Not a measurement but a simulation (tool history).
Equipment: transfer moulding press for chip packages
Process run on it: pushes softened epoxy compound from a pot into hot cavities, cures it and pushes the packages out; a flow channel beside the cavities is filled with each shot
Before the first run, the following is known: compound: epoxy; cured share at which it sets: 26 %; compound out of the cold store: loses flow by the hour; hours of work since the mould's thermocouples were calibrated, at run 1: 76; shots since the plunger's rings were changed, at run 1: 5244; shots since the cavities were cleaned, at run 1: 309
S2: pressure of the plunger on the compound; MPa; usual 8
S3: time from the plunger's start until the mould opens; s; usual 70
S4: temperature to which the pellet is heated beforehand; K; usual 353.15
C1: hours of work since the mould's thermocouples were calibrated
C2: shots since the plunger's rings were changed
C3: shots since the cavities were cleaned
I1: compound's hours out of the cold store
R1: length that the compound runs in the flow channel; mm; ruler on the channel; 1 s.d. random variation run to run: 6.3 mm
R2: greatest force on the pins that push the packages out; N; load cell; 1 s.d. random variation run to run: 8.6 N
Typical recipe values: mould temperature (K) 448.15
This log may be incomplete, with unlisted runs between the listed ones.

run 1 hour=0 | mould_temperature_(K)=448.15 S2=8 S3=70 S4=353.15 | C1=76 C2=5244 C3=309 | I1=45.9 | R1=591 R2=543
-- hour=22.8 cavities cleaned with cleaning compound and waxed
run 2 hour=32.6 | mould_temperature_(K)=448.15 S2=8 S3=70 S4=353.15 | C1=95 C2=5703 C3=145 | I1=33.9 | R1=619 R2=472
run 3 hour=57.3 | mould_temperature_(K)=448.15 S2=8 S3=70 S4=353.15 | C1=110 C2=6067 C3=509 | I1=24.1 | R1=657 R2=598
-- hour=66.7 cavities cleaned with cleaning compound and waxed
run 4 hour=81.1 | mould_temperature_(K)=448.15 S2=8 S3=70 S4=353.15 | C1=123 C2=6397 C3=212 | I1=25.7 | R1=637 R2=508
-- hour=112.3 cavities cleaned with cleaning compound and waxed
run 5 hour=112.3 | mould_temperature_(K)=448.15 S2=8.28 S3=70 S4=353.15 | C1=141 C2=6835 C3=0 | I1=30.1 | R1=627 R2=368
-- hour=119.4 plunger's sealing rings changed
run 6 hour=152.3 | mould_temperature_(K)=448.15 S2=8 S3=70 S4=353.15 | C1=164 C2=486 C3=553 | I1=19 | R1=748 R2=639
-- hour=159.6 cavities cleaned with cleaning compound and waxed
run 7 hour=183.1 | mould_temperature_(K)=448.15 S2=9.86 S3=70 S4=353.15 | C1=182 C2=917 C3=345 | I1=19.9 | R1=821 R2=541
-- hour=206.1 cavities cleaned with cleaning compound and waxed
run 8 hour=206.3 | mould_temperature_(K)=448.15 S2=9.86 S3=70 S4=353.15 | C1=195 C2=1238 C3=2 | I1=38.2 | R1=720 R2=386
run 9 hour=236.7 | mould_temperature_(K)=448.15 S2=9.86 S3=70 S4=353.15 | C1=213 C2=1687 C3=451 | I1=11.5 | R1=857 R2=604
-- hour=250.2 cavities cleaned with cleaning compound and waxed
run 10 hour=268.3 | mould_temperature_(K)=448.15 S2=9.86 S3=70 S4=353.15 | C1=232 C2=2131 C3=268 | I1=36.4 | R1=730 R2=494
-- hour=297.1 cavities cleaned with cleaning compound and waxed
run 11 hour=318.4 | mould_temperature_(K)=448.15 S2=9.86 S3=70 S4=353.15 | C1=261 C2=2847 C3=314 | I1=47.9 | R1=685 R2=539
-- hour=340.9 cavities cleaned with cleaning compound and waxed
run 12 hour=363.8 | mould_temperature_(K)=448.15 S2=9.86 S3=70 S4=353.15 | C1=288 C2=3496 C3=339 | I1=40.5 | R1=691 R2=518
-- hour=388.1 cavities cleaned with cleaning compound and waxed
run 13 hour=406 | mould_temperature_(K)=448.15 S2=8 S3=70 S4=353.15 | C1=312 C2=4095 C3=263 | I1=35.5 | R1=627 R2=499
-- hour=434.2 cavities cleaned with cleaning compound and waxed
run 14 hour=434.6 | mould_temperature_(K)=448.15 S2=8 S3=70 S4=353.15 | C1=329 C2=4495 C3=5 | I1=37.7 | R1=626 R2=381
-- hour=480.1 mould's thermocouples calibrated
-- hour=481.6 cavities cleaned with cleaning compound and waxed
run 15 hour=486.9 | mould_temperature_(K)=448.15 S2=8.71 S3=70 S4=353.15 | C1=3 C2=5215 C3=78 | I1=9.8 | R1=740 R2=466
run 16 hour=514.3 | mould_temperature_(K)=448.15 S2=6.76 S3=65 S4=353.15 | C1=20 C2=5619 C3=482 | I1=37.3 | R1=552 R2=672
-- hour=527.6 cavities cleaned with cleaning compound and waxed
run 17 hour=555.7 | mould_temperature_(K)=448.15 S2=6.76 S3=65 S4=353.15 | C1=44 C2=6207 C3=413 | I1=43.4 | R1=532 R2=639
-- hour=573 cavities cleaned with cleaning compound and waxed
run 18 hour=594.4 | mould_temperature_(K)=448.15 S2=8 S3=66 S4=360.15 | C1=66 C2=6757 C3=317 | I1=34.2 | R1=605 R2=598
-- hour=609.2 plunger's sealing rings changed
-- hour=621.1 cavities cleaned with cleaning compound and waxed
run 19 hour=636 | mould_temperature_(K)=448.15 S2=6.25 S3=75 S4=353.15 | C1=89 C2=373 C3=221 | I1=24.2 | R1=635 R2=480
-- hour=666.2 cavities cleaned with cleaning compound and waxed
run 20 hour=674.6 | mould_temperature_(K)=448.15 S2=6.5 S3=70 S4=349.15 | C1=112 C2=920 C3=123 | I1=45.9 | R1=581 R2=458
run 21 hour=696.6 | mould_temperature_(K)=448.15 S2=6.5 S3=70 S4=349.15 | C1=125 C2=1245 C3=448 | I1=8.2 | R1=709 R2=631
-- hour=711.1 cavities cleaned with cleaning compound and waxed
run 22 hour=726.7 | mould_temperature_(K)=448.15 S2=6.5 S3=70 S4=349.15 | C1=142 C2=1667 C3=231 | I1=29.4 | R1=620 R2=512
-- hour=755.5 cavities cleaned with cleaning compound and waxed
run 23 hour=755.6 | mould_temperature_(K)=449.15 S2=9.57 S3=64 S4=344.15 | C1=159 C2=2071 C3=1 | I1=32 | R1=745 R2=428
-- hour=799 cavities cleaned with cleaning compound and waxed
run 24 hour=805.7 | mould_temperature_(K)=449.15 S2=9.57 S3=64 S4=344.15 | C1=188 C2=2788 C3=99 | I1=45.6 | R1=670 R2=459
run 25 hour=838.3 | mould_temperature_(K)=440.15 S2=6.45 S3=51 S4=361.15 | C1=208 C2=3268 C3=579 | I1=41.4 | R1=572 R2=1744
-- hour=843.8 cavities cleaned with cleaning compound and waxed
run 26 hour=875.3 | mould_temperature_(K)=448.15 S2=7.42 S3=70 S4=353.15 | C1=230 C2=3792 C3=465 | I1=23.6 | R1=654 R2=619
-- hour=889 cavities cleaned with cleaning compound and waxed
run 27 hour=925.5 | mould_temperature_(K)=448.15 S2=6.79 S3=67 S4=353.15 | C1=259 C2=4511 C3=538 | I1=27.7 | R1=619 R2=685

Hidden condition of the tool, last listed run before each entry between runs versus first listed run after:
Runs 1 to 2: cavities cleaned with cleaning compound and waxed (hour 22.8)
  true mould temperature over the reading, C: 0.24 -> 0.28; pressure that reaches the compound, % of what is set: 81.61 -> 79.98; grip of the stained cavities, % over clean ones': 44.6 -> 20.5
  measured less the result without the state, R1: -63 -> -73 mm; R2: +167 -> +76 N
Runs 3 to 4: cavities cleaned with cleaning compound and waxed (hour 66.7)
  true mould temperature over the reading, C: 0.31 -> 0.34; pressure that reaches the compound, % of what is set: 78.58 -> 77.31; grip of the stained cavities, % over clean ones': 61.7 -> 31
  measured less the result without the state, R1: -85 -> -88 mm; R2: +224 -> +115 N
Runs 4 to 5: cavities cleaned with cleaning compound and waxed (hour 112.3)
  true mould temperature over the reading, C: 0.34 -> 0.37; pressure that reaches the compound, % of what is set: 77.31 -> 75.77; grip of the stained cavities, % over clean ones': 31 -> 2.6
  measured less the result without the state, R1: -88 -> -94 mm; R2: +115 -> +5 N
Runs 5 to 6: plunger's sealing rings changed (hour 119.4)
  true mould temperature over the reading, C: 0.37 -> 0.42; pressure that reaches the compound, % of what is set: 75.77 -> 98.02; grip of the stained cavities, % over clean ones': 2.6 -> 62.2
  measured less the result without the state, R1: -94 -> -9 mm; R2: +5 -> +238 N
Runs 6 to 7: cavities cleaned with cleaning compound and waxed (hour 159.6)
  true mould temperature over the reading, C: 0.42 -> 0.45; pressure that reaches the compound, % of what is set: 98.02 -> 96.29; grip of the stained cavities, % over clean ones': 62.2 -> 45
  measured less the result without the state, R1: -9 -> -17 mm; R2: +238 -> +162 N
Runs 7 to 8: cavities cleaned with cleaning compound and waxed (hour 206.1)
  true mould temperature over the reading, C: 0.45 -> 0.48; pressure that reaches the compound, % of what is set: 96.29 -> 95.28; grip of the stained cavities, % over clean ones': 45 -> 2.6
  measured less the result without the state, R1: -17 -> -19 mm; R2: +162 -> +4 N
Runs 9 to 10: cavities cleaned with cleaning compound and waxed (hour 250.2)
  true mould temperature over the reading, C: 0.52 -> 0.55; pressure that reaches the compound, % of what is set: 93.55 -> 92.09; grip of the stained cavities, % over clean ones': 56.2 -> 35
  measured less the result without the state, R1: -32 -> -32 mm; R2: +209 -> +122 N
Runs 10 to 11: cavities cleaned with cleaning compound and waxed (hour 297.1)
  true mould temperature over the reading, C: 0.55 -> 0.61; pressure that reaches the compound, % of what is set: 92.09 -> 89.38; grip of the stained cavities, % over clean ones': 35 -> 42.2
  measured less the result without the state, R1: -32 -> -42 mm; R2: +122 -> +153 N
Runs 11 to 12: cavities cleaned with cleaning compound and waxed (hour 340.9)
  true mould temperature over the reading, C: 0.61 -> 0.68; pressure that reaches the compound, % of what is set: 89.38 -> 87.06; grip of the stained cavities, % over clean ones': 42.2 -> 46.4
  measured less the result without the state, R1: -42 -> -51 mm; R2: +153 -> +158 N
Runs 12 to 13: cavities cleaned with cleaning compound and waxed (hour 388.1)
  true mould temperature over the reading, C: 0.68 -> 0.73; pressure that reaches the compound, % of what is set: 87.06 -> 84.97; grip of the stained cavities, % over clean ones': 46.4 -> 34.1
  measured less the result without the state, R1: -51 -> -56 mm; R2: +158 -> +118 N
Runs 13 to 14: cavities cleaned with cleaning compound and waxed (hour 434.2)
  true mould temperature over the reading, C: 0.73 -> 0.76; pressure that reaches the compound, % of what is set: 84.97 -> 83.51; grip of the stained cavities, % over clean ones': 34.1 -> 2.5
  measured less the result without the state, R1: -56 -> -61 mm; R2: +118 -> +0 N
Runs 14 to 15: mould's thermocouples calibrated (hour 480.1); cavities cleaned with cleaning compound and waxed (hour 481.6)
  true mould temperature over the reading, C: 0.76 -> -0.27; pressure that reaches the compound, % of what is set: 83.51 -> 80.86; grip of the stained cavities, % over clean ones': 2.5 -> 14.3
  measured less the result without the state, R1: -61 -> -82 mm; R2: +0 -> +63 N
Runs 16 to 17: cavities cleaned with cleaning compound and waxed (hour 527.6)
  true mould temperature over the reading, C: -0.23 -> -0.18; pressure that reaches the compound, % of what is set: 79.37 -> 77.11; grip of the stained cavities, % over clean ones': 61.4 -> 54.2
  measured less the result without the state, R1: -68 -> -74 mm; R2: +260 -> +225 N
Runs 17 to 18: cavities cleaned with cleaning compound and waxed (hour 573)
  true mould temperature over the reading, C: -0.18 -> -0.14; pressure that reaches the compound, % of what is set: 77.11 -> 74.93; grip of the stained cavities, % over clean ones': 54.2 -> 45.9
  measured less the result without the state, R1: -74 -> -93 mm; R2: +225 -> +189 N
Runs 18 to 19: plunger's sealing rings changed (hour 609.2); cavities cleaned with cleaning compound and waxed (hour 621.1)
  true mould temperature over the reading, C: -0.14 -> -0.09; pressure that reaches the compound, % of what is set: 74.93 -> 98.41; grip of the stained cavities, % over clean ones': 45.9 -> 33.3
  measured less the result without the state, R1: -93 -> -5 mm; R2: +189 -> +120 N
Runs 19 to 20: cavities cleaned with cleaning compound and waxed (hour 666.2)
  true mould temperature over the reading, C: -0.09 -> -0.04; pressure that reaches the compound, % of what is set: 98.41 -> 96.41; grip of the stained cavities, % over clean ones': 33.3 -> 19.3
  measured less the result without the state, R1: -5 -> -11 mm; R2: +120 -> +74 N
Runs 21 to 22: cavities cleaned with cleaning compound and waxed (hour 711.1)
  true mould temperature over the reading, C: -0.01 -> 0.03; pressure that reaches the compound, % of what is set: 95.25 -> 93.77; grip of the stained cavities, % over clean ones': 55.2 -> 34.8
  measured less the result without the state, R1: -17 -> -21 mm; R2: +224 -> +132 N
Runs 22 to 23: cavities cleaned with cleaning compound and waxed (hour 755.5)
  true mould temperature over the reading, C: 0.03 -> 0.06; pressure that reaches the compound, % of what is set: 93.77 -> 92.36; grip of the stained cavities, % over clean ones': 34.8 -> 1
  measured less the result without the state, R1: -21 -> -30 mm; R2: +132 -> +3 N
Runs 23 to 24: cavities cleaned with cleaning compound and waxed (hour 799)
  true mould temperature over the reading, C: 0.06 -> 0.12; pressure that reaches the compound, % of what is set: 92.36 -> 89.71; grip of the stained cavities, % over clean ones': 1 -> 13.9
  measured less the result without the state, R1: -30 -> -38 mm; R2: +3 -> +54 N
Runs 25 to 26: cavities cleaned with cleaning compound and waxed (hour 843.8)
  true mould temperature over the reading, C: 0.17 -> 0.21; pressure that reaches the compound, % of what is set: 87.92 -> 85.92; grip of the stained cavities, % over clean ones': 68.4 -> 60.3
  measured less the result without the state, R1: -39 -> -52 mm; R2: +700 -> +229 N
Runs 26 to 27: cavities cleaned with cleaning compound and waxed (hour 889)
  true mould temperature over the reading, C: 0.21 -> 0.28; pressure that reaches the compound, % of what is set: 85.92 -> 83.5; grip of the stained cavities, % over clean ones': 60.3 -> 64.4
  measured less the result without the state, R1: -52 -> -59 mm; R2: +229 -> +264 N
